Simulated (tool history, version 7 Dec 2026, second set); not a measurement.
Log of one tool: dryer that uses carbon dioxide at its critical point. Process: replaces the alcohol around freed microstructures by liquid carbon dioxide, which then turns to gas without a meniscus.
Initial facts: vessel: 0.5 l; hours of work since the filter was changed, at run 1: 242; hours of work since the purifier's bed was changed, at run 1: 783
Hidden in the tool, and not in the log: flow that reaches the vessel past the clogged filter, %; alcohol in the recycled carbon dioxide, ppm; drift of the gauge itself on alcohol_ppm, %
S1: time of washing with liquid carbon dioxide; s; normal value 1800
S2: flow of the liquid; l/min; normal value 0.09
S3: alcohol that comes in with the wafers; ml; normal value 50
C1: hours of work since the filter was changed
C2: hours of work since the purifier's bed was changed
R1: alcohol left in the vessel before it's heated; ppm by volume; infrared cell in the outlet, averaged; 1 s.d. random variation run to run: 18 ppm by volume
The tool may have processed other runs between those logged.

| run | hour | S1 | S2 | S3 | C1 | C2 | R1 |
|---|---|---|---|---|---|---|---|
| 1 | 0 | 1800 | 0.09 | 50 | 242 | 783 | 1380 |
| 2 | 45.9 | 1800 | 0.09 | 72 | 257 | 797 | 1968 |
| 3 | 93 | 1800 | 0.09 | 41 | 271 | 812 | 1181 |
| 4 | 134.8 | 1800 | 0.09 | 50 | 284 | 825 | 1402 |
| 5 | 191.1 | 1800 | 0.09 | 50 | 302 | 843 | 1418 |
| 6 | 242.9 | 1800 | 0.09 | 46 | 318 | 859 | 1303 |
| 7 | 282.4 | 1800 | 0.09 | 46 | 330 | 871 | 1340 |
| 8 | 342.1 | 1800 | 0.09 | 50 | 349 | 890 | 1405 |
| 9 | 398.7 | 1800 | 0.0589 | 50 | 367 | 907 | 6115 |
| 10 | 448 | 1800 | 0.1218 | 50 | 382 | 923 | 349 |
| 11 | 505.1 | 1800 | 0.1218 | 50 | 400 | 940 | 372 |
| 12 | 549.1 | 1800 | 0.09 | 50 | 414 | 954 | 1497 |
| 13 | 579.6 | 1800 | 0.0614 | 74 | 423 | 964 | 8385 |
| 14 | 610.9 | 1140 | 0.1209 | 34 | 433 | 973 | 1934 |
| 15 | 636.9 | 1380 | 0.09 | 50 | 441 | 981 | 4127 |
| 16 | 664.1 | 1380 | 0.09 | 50 | 449 | 990 | 4087 |
| 17 | 698.4 | 2580 | 0.0592 | 47 | 460 | 1001 | 1808 |
| 18 | 731.5 | 2280 | 0.1025 | 47 | 470 | 1011 | 265 |
| 19 | 773.6 | 2460 | 0.1025 | 57 | 484 | 1024 | 196 |
|  | 822.4 | inlet filter changed |
| 20 | 822.4 | 1440 | 0.1025 | 72 | 0 | 1039 | 2520 |
| 21 | 865.2 | 1740 | 0.09 | 50 | 13 | 1052 | 1369 |
| 22 | 918.8 | 1740 | 0.09 | 50 | 30 | 1069 | 1393 |
| 23 | 945.9 | 1920 | 0.0962 | 50 | 38 | 1077 | 662 |
| 24 | 989.9 | 1920 | 0.0962 | 50 | 52 | 1091 | 656 |

Results for each run, recomputed without the tool's hidden state and with each run's random variation untouched:
| run | R1 |
|---|---|
| 1 | 1158 |
| 2 | 1642 |
| 3 | 970 |
| 4 | 1146 |
| 5 | 1147 |
| 6 | 1041 |
| 7 | 1063 |
| 8 | 1101 |
| 9 | 5204 |
| 10 | 235 |
| 11 | 250 |
| 12 | 1129 |
| 13 | 6925 |
| 14 | 1509 |
| 15 | 3296 |
| 16 | 3251 |
| 17 | 1346 |
| 18 | 159 |
| 19 | 108 |
| 20 | 2467 |
| 21 | 1319 |
| 22 | 1328 |
| 23 | 612 |
| 24 | 599 |

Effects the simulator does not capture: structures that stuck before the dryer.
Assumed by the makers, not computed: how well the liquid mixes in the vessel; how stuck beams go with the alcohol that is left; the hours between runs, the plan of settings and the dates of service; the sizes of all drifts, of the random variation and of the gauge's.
